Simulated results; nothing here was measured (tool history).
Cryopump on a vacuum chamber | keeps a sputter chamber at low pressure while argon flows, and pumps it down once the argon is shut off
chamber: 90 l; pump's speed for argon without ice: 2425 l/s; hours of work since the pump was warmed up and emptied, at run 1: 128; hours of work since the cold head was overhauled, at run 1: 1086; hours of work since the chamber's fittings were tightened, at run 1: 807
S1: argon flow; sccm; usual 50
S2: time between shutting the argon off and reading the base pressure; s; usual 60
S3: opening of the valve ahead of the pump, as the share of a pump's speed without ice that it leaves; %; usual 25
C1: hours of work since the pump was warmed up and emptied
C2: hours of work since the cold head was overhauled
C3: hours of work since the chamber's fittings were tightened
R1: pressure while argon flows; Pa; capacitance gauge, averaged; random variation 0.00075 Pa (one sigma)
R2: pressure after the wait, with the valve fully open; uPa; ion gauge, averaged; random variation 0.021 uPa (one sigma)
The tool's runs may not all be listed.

run,hour,S1,S2,S3,C1,C2,C3,R1,R2
1,0,50,60,25,128,1086,807,0.1414,1.31
2,49.7,50,60,19,157,1115,836,0.1862,1.32
3,90.1,50,60,25,181,1139,860,0.142,1.29
4,133.8,50,60,25,206,1165,885,0.1435,1.35
5,160.6,50,60,25,222,1180,901,0.143,1.38
6,189.4,50,60,25,239,1197,918,0.143,1.43
7,232.3,50,60,25,264,1222,943,0.1428,1.42
8,270.2,50,60,25,286,1245,965,0.1427,1.49
9,326.4,50,60,16,319,1278,998,0.2218,1.58
10,380.5,50,60,16,351,1309,1030,0.2209,1.6
11,422.7,50,60,36,375,1334,1054,0.1018,1.62
12,472.1,50,60,36,404,1363,1083,0.1031,1.69
13,495.9,50,60,36,418,1377,1097,0.1031,1.69
14,539,50,60,36,444,1402,1122,0.103,1.73
15,588.4,50,60,36,472,1431,1151,0.1041,1.74
16,645,74,61,36,506,1464,1185,0.1532,1.8
17,699.2,50,130,26,537,1496,1216,0.1421,1.76
18,750.1,32,172,54,567,1526,1246,0.0472,1.68
19,803.6,32,172,54,598,1557,1277,0.0464,1.81
20,830.3,32,172,54,614,1573,1293,0.047,1.82
21,884.8,50,25,40,646,1604,1325,0.0984,2.59
# hour 914.3: leaking fittings of the chamber tightened, without venting
22,929.9,63,129,40,671,1630,9,0.1219,0.35
23,970.5,63,20,42,695,1653,33,0.1166,1.18
24,1025.2,49,188,15,727,1685,65,0.238,0.36
25,1065.4,49,188,15,751,1709,88,0.2361,0.39

4 ways to go on from here, each from the tool as it stands after run 25. What would each give?
A,1118.8,50,60,42,782,1740,120,?,?
B,1118.8,49,188,37,782,1740,120,?,?
C,1118.8,77,26,30,782,1740,120,?,?
D,1118.8,49,188,23,782,1740,120,?,?

run,R1,R2
A,0.0949,0.68
B,0.1038,0.43
C,0.1956,1.1
D,0.1595,0.46
Without the tool's hidden state the same runs would have given:
run,R1,R2
A,0.0834,0.47
B,0.0924,0.22
C,0.178,0.9
D,0.1482,0.24
